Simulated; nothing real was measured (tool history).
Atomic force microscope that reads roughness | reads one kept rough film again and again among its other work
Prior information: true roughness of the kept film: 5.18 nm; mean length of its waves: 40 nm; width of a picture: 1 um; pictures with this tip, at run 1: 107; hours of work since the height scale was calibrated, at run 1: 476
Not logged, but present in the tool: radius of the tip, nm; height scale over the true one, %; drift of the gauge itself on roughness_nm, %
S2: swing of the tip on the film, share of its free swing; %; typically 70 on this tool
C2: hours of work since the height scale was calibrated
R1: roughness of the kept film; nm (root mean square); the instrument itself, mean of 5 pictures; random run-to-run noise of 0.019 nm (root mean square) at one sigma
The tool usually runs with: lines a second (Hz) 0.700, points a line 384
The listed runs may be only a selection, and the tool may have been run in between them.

run 1 hour=0.0 | lines_a_second_(Hz)=0.700 S2=70 points_a_line=384 | pictures_with_this_tip=107 C2=476 | R1=4.618
run 2 hour=21.7 | lines_a_second_(Hz)=0.700 S2=70 points_a_line=384 | pictures_with_this_tip=123 C2=486 | R1=4.627
run 3 hour=47.1 | lines_a_second_(Hz)=0.700 S2=70 points_a_line=384 | pictures_with_this_tip=142 C2=498 | R1=4.646
run 4 hour=68.5 | lines_a_second_(Hz)=0.700 S2=70 points_a_line=384 | pictures_with_this_tip=158 C2=508 | R1=4.639
-- hour=86.4 new tip fitted
run 5 hour=111.6 | lines_a_second_(Hz)=0.700 S2=70 points_a_line=384 | pictures_with_this_tip=18 C2=528 | R1=4.640
run 6 hour=156.9 | lines_a_second_(Hz)=0.700 S2=70 points_a_line=825 | pictures_with_this_tip=52 C2=549 | R1=4.654
run 7 hour=182.7 | lines_a_second_(Hz)=0.700 S2=70 points_a_line=825 | pictures_with_this_tip=71 C2=561 | R1=4.647
run 8 hour=223.2 | lines_a_second_(Hz)=0.519 S2=70 points_a_line=384 | pictures_with_this_tip=101 C2=580 | R1=4.663
run 9 hour=257.9 | lines_a_second_(Hz)=0.880 S2=70 points_a_line=384 | pictures_with_this_tip=126 C2=596 | R1=4.611
run 10 hour=285.7 | lines_a_second_(Hz)=0.880 S2=70 points_a_line=384 | pictures_with_this_tip=147 C2=609 | R1=4.603
-- hour=318.0 new tip fitted
run 11 hour=325.3 | lines_a_second_(Hz)=0.880 S2=70 points_a_line=384 | pictures_with_this_tip=6 C2=627 | R1=4.634
run 12 hour=355.1 | lines_a_second_(Hz)=0.880 S2=70 points_a_line=269 | pictures_with_this_tip=28 C2=641 | R1=4.607
run 13 hour=402.0 | lines_a_second_(Hz)=0.700 S2=70 points_a_line=259 | pictures_with_this_tip=62 C2=663 | R1=4.597
run 14 hour=440.8 | lines_a_second_(Hz)=0.700 S2=70 points_a_line=259 | pictures_with_this_tip=91 C2=681 | R1=4.598
run 15 hour=468.9 | lines_a_second_(Hz)=0.700 S2=70 points_a_line=259 | pictures_with_this_tip=112 C2=694 | R1=4.600
run 16 hour=488.5 | lines_a_second_(Hz)=0.700 S2=70 points_a_line=259 | pictures_with_this_tip=126 C2=703 | R1=4.606
run 17 hour=511.9 | lines_a_second_(Hz)=1.617 S2=69 points_a_line=971 | pictures_with_this_tip=144 C2=714 | R1=4.521
run 18 hour=544.1 | lines_a_second_(Hz)=1.617 S2=66 points_a_line=288 | pictures_with_this_tip=168 C2=729 | R1=4.520
-- hour=547.8 new tip fitted
run 19 hour=579.8 | lines_a_second_(Hz)=0.523 S2=73 points_a_line=645 | pictures_with_this_tip=24 C2=745 | R1=4.654
run 20 hour=610.7 | lines_a_second_(Hz)=3.005 S2=89 points_a_line=384 | pictures_with_this_tip=46 C2=760 | R1=3.861
run 21 hour=651.0 | lines_a_second_(Hz)=3.005 S2=89 points_a_line=384 | pictures_with_this_tip=76 C2=779 | R1=3.856
run 22 hour=681.4 | lines_a_second_(Hz)=2.363 S2=89 points_a_line=384 | pictures_with_this_tip=99 C2=793 | R1=4.005
run 23 hour=723.1 | lines_a_second_(Hz)=0.700 S2=76 points_a_line=748 | pictures_with_this_tip=130 C2=812 | R1=4.591
run 24 hour=755.7 | lines_a_second_(Hz)=2.208 S2=64 points_a_line=279 | pictures_with_this_tip=154 C2=827 | R1=4.477
-- hour=779.8 new tip fitted
run 25 hour=798.8 | lines_a_second_(Hz)=2.208 S2=64 points_a_line=279 | pictures_with_this_tip=14 C2=847 | R1=4.540

Some steps in R1, run to run, broken into two amounts with sign: the step expected even without the hidden condition (settings, incoming material, random variation), and the rest, left for the hidden condition together with whatever gauge scatter is not in both the measured and the hidden-condition-free result:
Run 4 -> 5: new tip fitted. R1 +0.001 nm (root mean square): hidden state +0.017, all else -0.016.
Run 19 -> 20: lines a second (Hz) 0.523 -> 3.005, S2 73 -> 89, points a line 645 -> 384. R1 -0.793 nm (root mean square): hidden state -0.001, all else -0.792.
Run 22 -> 23: lines a second (Hz) 2.363 -> 0.700, S2 89 -> 76, points a line 384 -> 748. R1 +0.586 nm (root mean square): hidden state -0.006, all else +0.592.
Run 24 -> 25: new tip fitted. R1 +0.063 nm (root mean square): hidden state +0.017, all else +0.046.
